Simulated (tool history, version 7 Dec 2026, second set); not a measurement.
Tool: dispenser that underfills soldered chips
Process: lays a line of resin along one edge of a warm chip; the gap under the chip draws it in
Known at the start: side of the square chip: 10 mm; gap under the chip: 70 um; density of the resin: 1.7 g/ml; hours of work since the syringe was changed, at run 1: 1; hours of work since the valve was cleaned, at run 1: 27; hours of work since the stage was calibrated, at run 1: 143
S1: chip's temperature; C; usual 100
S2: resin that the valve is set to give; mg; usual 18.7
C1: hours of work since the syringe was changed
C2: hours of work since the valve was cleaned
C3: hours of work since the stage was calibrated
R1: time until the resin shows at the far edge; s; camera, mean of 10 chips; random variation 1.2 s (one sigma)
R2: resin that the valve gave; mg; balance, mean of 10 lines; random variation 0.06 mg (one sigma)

Run 1, day 0.000: usual settings; C1 1; C2 27; C3 143. Result: R1 129.3 s, R2 18.41 mg.
Run 2, day 0.142: usual settings but S2 20.1 mg; C1 3; C2 30; C3 146. Result: R1 144.4 s, R2 19.79 mg.
At day 0.321: new syringe of resin.
Run 3, day 0.325: usual settings; C1 0; C2 33; C3 149. Result: R1 122.3 s, R2 18.48 mg.
Run 4, day 0.475: usual settings; C1 3; C2 35; C3 151. Result: R1 139.1 s, R2 18.41 mg.
Run 5, day 0.600: usual settings; C1 5; C2 38; C3 153. Result: R1 153.9 s, R2 18.46 mg.
At day 0.679: new syringe of resin.
Run 6, day 0.725: usual settings; C1 1; C2 39; C3 155. Result: R1 126.4 s, R2 18.40 mg.
Run 7, day 0.829: usual settings; C1 3; C2 41; C3 157. Result: R1 139.8 s, R2 18.45 mg.
At day 1.046: new syringe of resin.
Run 8, day 1.046: usual settings; C1 0; C2 45; C3 161. Result: R1 122.1 s, R2 18.42 mg.
Run 9, day 1.142: usual settings; C1 2; C2 46; C3 162. Result: R1 134.3 s, R2 18.50 mg.
Run 10, day 1.238: usual settings; C1 3; C2 48; C3 164. Result: R1 144.7 s, R2 18.29 mg.
At day 1.408: new syringe of resin.
Run 11, day 1.450: usual settings; C1 1; C2 51; C3 167. Result: R1 128.3 s, R2 18.37 mg.
Run 12, day 1.650: usual settings but S1 91 C, S2 22.9 mg; C1 4; C2 55; C3 171. Result: R1 203.2 s, R2 22.44 mg.
At day 1.775: new syringe of resin.
Run 13, day 1.812: usual settings but S1 91 C, S2 23.2 mg; C1 1; C2 57; C3 173. Result: R1 168.8 s, R2 22.74 mg.
Run 14, day 1.908: usual settings but S1 91 C, S2 23.2 mg; C1 2; C2 59; C3 175. Result: R1 183.8 s, R2 22.90 mg.
Run 15, day 2.054: usual settings but S1 107 C, S2 22.5 mg; C1 5; C2 61; C3 177. Result: R1 122.0 s, R2 22.03 mg.

Hidden state at the last listed run before each entry between runs and at the first one after, where it differs:
Between runs 2 and 3: new syringe of resin (day 0.321)
  resin's viscosity, % of fresh resin's: 118.9 -> 99.7; dose that the valve gives, % of what is set: 98.94 -> 98.85; true chip temperature over the reading, C: -1.14 -> -1.16
  measured less the result without the state, R1: +27.6 -> +4.5 s; R2: -0.21 -> -0.22 mg
Between runs 5 and 6: new syringe of resin (day 0.679)
  resin's viscosity, % of fresh resin's: 126.2 -> 103.3; dose that the valve gives, % of what is set: 98.69 -> 98.63; true chip temperature over the reading, C: -1.2 -> -1.21
  measured less the result without the state, R1: +37.0 -> +9.1 s; R2: -0.25 -> -0.26 mg
Between runs 7 and 8: new syringe of resin (day 1.046)
  resin's viscosity, % of fresh resin's: 113.2 -> 100.8; dose that the valve gives, % of what is set: 98.57 -> 98.47; true chip temperature over the reading, C: -1.23 -> -1.25
  measured less the result without the state, R1: +21.6 -> +6.3 s; R2: -0.27 -> -0.29 mg
Between runs 10 and 11: new syringe of resin (day 1.408)
  resin's viscosity, % of fresh resin's: 118.9 -> 104.4; dose that the valve gives, % of what is set: 98.36 -> 98.25; true chip temperature over the reading, C: -1.27 -> -1.3
  measured less the result without the state, R1: +28.3 -> +10.9 s; R2: -0.30 -> -0.32 mg
Between runs 12 and 13: new syringe of resin (day 1.775)
  resin's viscosity, % of fresh resin's: 123.9 -> 103.7; dose that the valve gives, % of what is set: 98.14 -> 98.07; true chip temperature over the reading, C: -1.32 -> -1.34
  measured less the result without the state, R1: +46.8 -> +13.7 s; R2: -0.42 -> -0.45 mg
